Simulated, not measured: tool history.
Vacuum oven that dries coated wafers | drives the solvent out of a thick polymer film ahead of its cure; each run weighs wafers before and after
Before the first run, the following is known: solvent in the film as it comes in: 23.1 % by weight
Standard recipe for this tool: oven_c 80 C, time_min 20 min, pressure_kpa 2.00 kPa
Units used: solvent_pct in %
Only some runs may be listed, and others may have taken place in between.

run,hour,oven_c,time_min,pressure_kpa,solvent_pct
1,0.0,80,20,2.00,3.16
2,9.8,80,20,2.00,3.15
3,28.1,80,20,2.00,3.26
4,35.8,80,20,2.00,3.20
5,45.8,80,20,2.00,3.15
6,64.5,93,20,2.00,0.49
7,77.7,80,20,2.00,3.18
8,88.6,80,20,2.00,3.22
9,106.3,80,20,2.00,3.10
10,124.3,70,22,1.49,7.77
11,134.3,70,22,1.49,7.83
# hour 137.8: oven's thermocouples calibrated
12,150.6,70,22,1.49,8.06
# hour 168.7: oven's thermocouples calibrated, once more
13,171.4,80,25,2.21,1.92
14,183.9,80,25,2.21,1.84
15,191.9,71,20,2.38,7.32
16,203.0,93,29,2.00,0.41

Estimate the outcome of run 17 from the log above:
17,218.6,82,14,2.00,?

{"run 17": {"solvent_pct": 3.5}}
Minus the tool's unlogged condition, the same run would have read solvent_pct 3.79 %.
